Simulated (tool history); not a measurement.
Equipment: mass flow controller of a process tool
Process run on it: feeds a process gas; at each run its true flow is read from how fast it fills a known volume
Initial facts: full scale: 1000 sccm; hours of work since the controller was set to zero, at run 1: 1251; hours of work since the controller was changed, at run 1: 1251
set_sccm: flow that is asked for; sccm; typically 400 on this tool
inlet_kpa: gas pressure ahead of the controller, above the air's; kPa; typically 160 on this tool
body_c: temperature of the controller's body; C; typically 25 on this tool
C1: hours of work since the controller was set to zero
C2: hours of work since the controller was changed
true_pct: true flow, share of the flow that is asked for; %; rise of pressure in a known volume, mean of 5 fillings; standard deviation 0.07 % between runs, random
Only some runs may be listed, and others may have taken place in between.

run 1 hour=0.0 | set_sccm=400 inlet_kpa=160 body_c=25 | C1=1251 C2=1251 | true_pct=98.90
run 2 hour=195.3 | set_sccm=400 inlet_kpa=229 body_c=25 | C1=1316 C2=1316 | true_pct=99.12
run 3 hour=338.9 | set_sccm=400 inlet_kpa=229 body_c=25 | C1=1364 C2=1364 | true_pct=99.08
run 4 hour=575.1 | set_sccm=400 inlet_kpa=229 body_c=25 | C1=1443 C2=1443 | true_pct=99.04
run 5 hour=791.5 | set_sccm=400 inlet_kpa=229 body_c=25 | C1=1515 C2=1515 | true_pct=98.89
run 6 hour=929.8 | set_sccm=400 inlet_kpa=160 body_c=25 | C1=1561 C2=1561 | true_pct=98.46
run 7 hour=1073.4 | set_sccm=400 inlet_kpa=160 body_c=25 | C1=1609 C2=1609 | true_pct=98.30
run 8 hour=1257.8 | set_sccm=121 inlet_kpa=160 body_c=25 | C1=1671 C2=1671 | true_pct=97.83
run 9 hour=1427.5 | set_sccm=121 inlet_kpa=160 body_c=25 | C1=1727 C2=1727 | true_pct=97.73
run 10 hour=1578.9 | set_sccm=121 inlet_kpa=160 body_c=25 | C1=1778 C2=1778 | true_pct=97.71
run 11 hour=1800.7 | set_sccm=400 inlet_kpa=159 body_c=31 | C1=1852 C2=1852 | true_pct=97.32

Measured result minus the same run's result without the hidden state. Both carry the same run-to-run variation, though not necessarily the same gauge scatter:
What the log doesn't record here: flow at rest that the sensor doesn't see, % of full scale; true flow over the shown one, %; drift of the gauge itself on true_pct, %.
run=1 true_pct=-0.01
run=2 true_pct=-0.09
run=3 true_pct=-0.15
run=4 true_pct=-0.24
run=5 true_pct=-0.34
run=6 true_pct=-0.39
run=7 true_pct=-0.45
run=8 true_pct=-0.53
run=9 true_pct=-0.61
run=10 true_pct=-0.66
run=11 true_pct=-0.76

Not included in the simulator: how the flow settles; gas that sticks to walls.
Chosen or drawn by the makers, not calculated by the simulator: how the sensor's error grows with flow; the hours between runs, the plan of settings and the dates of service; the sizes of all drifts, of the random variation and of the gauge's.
